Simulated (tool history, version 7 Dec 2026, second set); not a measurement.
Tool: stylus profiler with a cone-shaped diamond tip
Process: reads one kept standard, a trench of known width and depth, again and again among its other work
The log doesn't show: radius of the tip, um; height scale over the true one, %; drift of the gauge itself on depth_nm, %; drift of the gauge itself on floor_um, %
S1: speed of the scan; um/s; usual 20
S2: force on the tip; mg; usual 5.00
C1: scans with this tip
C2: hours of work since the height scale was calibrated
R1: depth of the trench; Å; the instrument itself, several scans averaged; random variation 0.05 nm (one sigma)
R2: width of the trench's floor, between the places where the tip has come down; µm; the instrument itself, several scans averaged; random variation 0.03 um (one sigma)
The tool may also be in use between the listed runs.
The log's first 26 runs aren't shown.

{"run": 27, "hour": 390.0, "S1": 9, "S2": 3.95, "C1": 4616, "C2": 345, "R1": 2031.4, "R2": 98.24}
{"run": 28, "hour": 399.7, "S1": 68, "S2": 3.17, "C1": 4668, "C2": 349, "R1": 2026.5, "R2": 98.11}
{"run": 29, "hour": 409.1, "S1": 28, "S2": 14.26, "C1": 4719, "C2": 353, "R1": 2074.6, "R2": 98.25}
{"run": 30, "hour": 420.0, "S1": 17, "S2": 5.0, "C1": 4778, "C2": 357, "R1": 2036.4, "R2": 98.26}
{"run": 31, "hour": 431.7, "S1": 56, "S2": 3.49, "C1": 4841, "C2": 362, "R1": 2028.6, "R2": 98.16}
{"run": 32, "hour": 449.4, "S1": 8, "S2": 3.26, "C1": 4936, "C2": 369, "R1": 2026.4, "R2": 98.2}
{"run": 33, "hour": 459.7, "S1": 15, "S2": 9.68, "C1": 4992, "C2": 373, "R1": 2057.8, "R2": 98.24}
{"run": 34, "hour": 474.7, "S1": 66, "S2": 8.66, "C1": 5073, "C2": 379, "R1": 2051.9, "R2": 98.16}
{"run": 35, "hour": 484.8, "S1": 53, "S2": 7.66, "C1": 5128, "C2": 383, "R1": 2049.3, "R2": 98.17}
{"run": 36, "hour": 497.9, "S1": 53, "S2": 7.66, "C1": 5198, "C2": 389, "R1": 2049.3, "R2": 98.17}

Forecast each of these 5 alternatives for the next run:
{"run": "A", "hour": 514.3, "S1": 9, "S2": 3.62, "C1": 5287, "C2": 395, "R1": "?", "R2": "?"}
{"run": "B", "hour": 514.3, "S1": 5, "S2": 11.5, "C1": 5287, "C2": 395, "R1": "?", "R2": "?"}
{"run": "C", "hour": 514.3, "S1": 6, "S2": 4.49, "C1": 5287, "C2": 395, "R1": "?", "R2": "?"}
{"run": "D", "hour": 514.3, "S1": 18, "S2": 1.95, "C1": 5287, "C2": 395, "R1": "?", "R2": "?"}
{"run": "E", "hour": 514.3, "S1": 7, "S2": 2.28, "C1": 5287, "C2": 395, "R1": "?", "R2": "?"}

run=A R1=2029.3 R2=98.20
run=B R1=2063.5 R2=98.27
run=C R1=2034.1 R2=98.25
run=D R1=2019.7 R2=98.23
run=E R1=2020.9 R2=98.24
Without the tool's hidden state the same runs would have given:
run=A R1=2029.4 R2=98.21
run=B R1=2063.6 R2=98.28
run=C R1=2034.2 R2=98.25
run=D R1=2019.7 R2=98.24
run=E R1=2021.0 R2=98.24

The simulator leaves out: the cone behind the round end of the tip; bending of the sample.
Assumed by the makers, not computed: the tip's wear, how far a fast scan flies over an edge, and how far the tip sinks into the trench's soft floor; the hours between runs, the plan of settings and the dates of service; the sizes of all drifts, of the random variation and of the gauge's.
